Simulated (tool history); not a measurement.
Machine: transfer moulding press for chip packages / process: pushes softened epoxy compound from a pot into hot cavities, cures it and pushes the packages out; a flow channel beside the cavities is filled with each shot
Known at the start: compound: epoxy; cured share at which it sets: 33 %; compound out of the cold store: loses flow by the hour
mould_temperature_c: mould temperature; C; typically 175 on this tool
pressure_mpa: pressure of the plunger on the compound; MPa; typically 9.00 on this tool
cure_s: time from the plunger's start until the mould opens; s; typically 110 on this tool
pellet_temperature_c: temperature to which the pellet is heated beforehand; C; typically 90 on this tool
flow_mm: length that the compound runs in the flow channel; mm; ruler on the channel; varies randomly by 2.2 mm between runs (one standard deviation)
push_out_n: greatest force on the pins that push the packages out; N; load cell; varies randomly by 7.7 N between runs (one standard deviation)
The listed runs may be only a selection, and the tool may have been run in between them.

run    hour  mould_temperature_c  pressure_mpa  cure_s  pellet_temperature_c  incoming compound's hours out of the cold store  flow_mm  push_out_n
  1     0.0                  175          9.00     110                    90                                             32.3      882         420
       62.3  -- cavities cleaned with cleaning compound and waxed
  2    63.9                  175          9.00     113                    90                                             44.1      823         325
  3   123.9                  175          9.00     113                    90                                             40.3      831         537
      140.3  -- cavities cleaned with cleaning compound and waxed
  4   172.6                  175          9.00     113                    90                                             28.5      887         464
  5   200.1                  175          9.00     114                    90                                             38.2      841         528
      222.0  -- cavities cleaned with cleaning compound and waxed
  6   236.3                  175          9.00     110                    90                                             29.8      877         390
  7   288.8                  175          9.00      94                    90                                             28.0      879         697
      304.8  -- cavities cleaned with cleaning compound and waxed
  8   323.2                  175          9.00      94                    90                                             44.3      802         469
      333.2  -- plunger's sealing rings changed
  9   380.1                  176          9.00     110                    90                                             31.7      886         569
      385.3  -- cavities cleaned with cleaning compound and waxed
 10   443.1                  175          9.00     110                    90                                             15.2      973         552
      466.4  -- cavities cleaned with cleaning compound and waxed
 11   472.4                  175          9.00     110                    90                                             34.0      869         352
 12   504.8                  175          9.00     110                    90                                             31.3      881         504
      540.7  -- mould's thermocouples calibrated
      547.0  -- cavities cleaned with cleaning compound and waxed
 13   559.8                  175         10.60     110                    90                                             35.4      931         389
 14   597.7                  182          8.90     140                    83                                             12.2      949         464
      629.3  -- cavities cleaned with cleaning compound and waxed
 15   631.9                  175          9.00     112                    90                                             32.8      865         334
 16   675.9                  175          9.00     112                    90                                             34.1      853         478
      706.7  -- cavities cleaned with cleaning compound and waxed
 17   710.0                  175          7.48     108                    98                                              8.4      895         360
      723.6  -- plunger's sealing rings changed
 18   741.2                  175          9.63     142                    89                                             47.7      848         410
      789.3  -- cavities cleaned with cleaning compound and waxed
 19   804.6                  175          9.63     124                    98                                             34.4      901         365
 20   864.3                  167          8.48     124                    98                                             40.7      835         650
      870.5  -- cavities cleaned with cleaning compound and waxed
 21   896.1                  167          8.48     124                    98                                              8.1     1003         558
      952.9  -- cavities cleaned with cleaning compound and waxed
 22   955.5                  175          9.00      99                    86                                             35.1      860         376
 23  1011.3                  182         10.77      99                    86                                             30.8      941         512

Branching from run 23: 5 alternative next runs. What would each branch give?
     1034.8  -- cavities cleaned with cleaning compound and waxed
  A  1044.0                  175          8.72     110                    90                                             38.1        ?           ?
     1034.8  -- cavities cleaned with cleaning compound and waxed
  B  1044.0                  181          8.95      99                    86                                             30.9        ?           ?
     1034.8  -- cavities cleaned with cleaning compound and waxed
  C  1044.0                  182         10.77     133                    93                                             20.0        ?           ?
     1034.8  -- cavities cleaned with cleaning compound and waxed
  D  1044.0                  182          8.88     110                    90                                             11.4        ?           ?
     1034.8  -- cavities cleaned with cleaning compound and waxed
  E  1044.0                  176          9.00     103                    88                                             35.6        ?           ?

run  flow_mm  push_out_n
  A      825         378
  B      857         366
  C      991         341
  D      946         342
  E      845         396
The same runs, with their run-to-run variation unchanged, on a tool lacking any hidden condition would have given:
run  flow_mm  push_out_n
  A      852         320
  B      884         309
  C     1022         287
  D      976         288
  E      872         335
